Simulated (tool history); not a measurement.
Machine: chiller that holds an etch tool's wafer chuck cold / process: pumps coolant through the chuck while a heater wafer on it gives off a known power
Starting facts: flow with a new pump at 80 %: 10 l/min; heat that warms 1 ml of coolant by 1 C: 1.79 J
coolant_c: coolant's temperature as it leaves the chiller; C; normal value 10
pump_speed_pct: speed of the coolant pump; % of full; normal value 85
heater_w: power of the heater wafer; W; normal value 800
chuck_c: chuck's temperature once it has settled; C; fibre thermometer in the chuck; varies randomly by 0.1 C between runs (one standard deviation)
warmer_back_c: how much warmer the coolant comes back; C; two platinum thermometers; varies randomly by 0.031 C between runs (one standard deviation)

run,hour,coolant_c,pump_speed_pct,heater_w,chuck_c,warmer_back_c
1,0,10,85,800,18.9,2.7
2,47.9,9,85,800,17.9,2.79
3,84.7,10,85,800,18.8,2.82
4,107.6,10,85,800,18.9,2.8
5,141.9,10,85,800,18.8,2.77
6,168.9,10,94,800,18.3,2.48
7,210.4,10,94,800,18.4,2.49
8,233.2,10,68,800,20.4,3.56
9,277.7,10,68,800,20.4,3.56
10,302,10,68,800,20.5,3.59
# hour 307.6: chiller's thermometer calibrated
11,331.2,10,85,800,19.4,2.82
12,351.3,10,85,800,19.4,2.82
13,389.4,10,85,800,19.4,2.81
14,427.6,10,85,800,19.2,2.82
15,453.4,10,85,436,15.3,1.55
16,477.4,10,85,436,15.5,1.52
17,506.3,1,85,800,10.6,2.84
# hour 510.6: chiller's thermometer calibrated, once more
18,550.4,1,85,545,6.9,2
19,573.8,14,73,681,22.3,2.81
20,612.2,14,73,681,22.2,2.81

The next listed run, before its measurement:
21,647,14,73,681,?,?

Run 21 gave chuck_c 22.3 C, warmer_back_c 2.84 C.
With no hidden state in the tool, this same run would have given chuck_c 20.8 C, warmer_back_c 2.52 C.
